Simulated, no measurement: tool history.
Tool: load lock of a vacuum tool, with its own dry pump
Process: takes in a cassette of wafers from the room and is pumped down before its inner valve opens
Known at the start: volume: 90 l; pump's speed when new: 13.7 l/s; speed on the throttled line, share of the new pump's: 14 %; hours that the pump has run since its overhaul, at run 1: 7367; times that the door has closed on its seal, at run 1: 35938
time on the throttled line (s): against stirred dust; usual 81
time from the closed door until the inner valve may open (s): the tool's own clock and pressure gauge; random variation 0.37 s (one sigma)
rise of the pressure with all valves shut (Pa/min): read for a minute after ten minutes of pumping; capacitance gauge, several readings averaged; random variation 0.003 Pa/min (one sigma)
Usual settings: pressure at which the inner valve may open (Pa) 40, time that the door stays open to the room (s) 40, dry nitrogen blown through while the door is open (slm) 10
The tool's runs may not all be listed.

run	hour	time on the throttled line (s)	pressure at which the inner valve may open (Pa)	time that the door stays open to the room (s)	dry nitrogen blown through while the door is open (slm)	hours that the pump has run since its overhaul	times that the door has closed on its seal	incoming humidity of the room's air, %	time from the closed door until the inner valve may open (s)	rise of the pressure with all valves shut (Pa/min)
1	0	81	40	40	10	7367	35938	45.1	121.7	0.026
2	184.6	81	40	40	10	7551	36609	45.1	122.4	0.03
3	327.9	81	40	40	10	7695	37130	44.9	122	0.028
# hour 432.1: door's seal changed, seat wiped
4	517.5	81	40	40	10	7883	311	47.7	121.4	0.023
5	593.5	81	40	40	10	7959	587	39.7	121.4	0.023
6	735.5	81	40	40	39	8101	1104	43.9	121.1	0.014
7	920.8	81	40	40	10	8286	1778	44.1	121.7	0.027
8	1077.4	81	40	40	10	8443	2347	47.6	121.3	0.028
9	1222.9	81	40	40	10	8588	2876	43.4	121.3	0.023
10	1353.7	81	40	40	10	8719	3352	47.3	121.9	0.028
11	1446.5	81	40	40	10	8812	3690	43.6	121.9	0.025
12	1621.5	81	40	40	10	8987	4326	46.1	121.4	0.025
13	1749.3	81	40	40	10	9115	4791	43.3	121.3	0.017
14	1895	92	40	192	10	9260	5321	48.9	130.4	0.043
15	2023.5	56	40	71	10	9389	5789	48.5	100.4	0.026
16	2148.2	81	40	69	30	9514	6242	44.7	122.1	0.023
17	2310.3	81	40	69	30	9676	6832	44.8	121.1	0.02
18	2463.8	81	33	114	10	9829	7390	46.9	123.1	0.033
19	2618.9	56	74	161	40	9984	7954	45.8	95.6	0.022
20	2758.9	81	40	40	18	10124	8463	43.7	121.7	0.021
21	2938	81	40	40	18	10303	9115	44.2	121	0.019
22	3051.7	81	40	40	18	10417	9529	46.5	122.1	0.019
23	3153.9	59	41	134	13	10519	9900	43.1	102.9	0.034
24	3264.6	51	41	131	13	10630	10303	47.5	95.4	0.033
25	3421.9	80	40	90	10	10787	10875	44.6	121.1	0.034

Forecast each of these 5 alternatives for the next run:
A	3607.3	81	58	40	10	10973	11549	46.3	?	?
B	3607.3	115	35	216	10	10973	11549	43.6	?	?
C	3607.3	80	40	97	10	10973	11549	49	?	?
D	3607.3	90	40	90	10	10973	11549	44.8	?	?
E	3607.3	81	40	40	29	10973	11549	47.3	?	?

run	time from the closed door until the inner valve may open (s)	rise of the pressure with all valves shut (Pa/min)
A	119.2	0.026
B	152	0.039
C	120.6	0.031
D	129.2	0.037
E	121.5	0.022
Without the tool's hidden state the same runs would have given:
run	time from the closed door until the inner valve may open (s)	rise of the pressure with all valves shut (Pa/min)
A	119.2	0.026
B	152	0.039
C	120.6	0.03
D	129.2	0.037
E	121.5	0.022
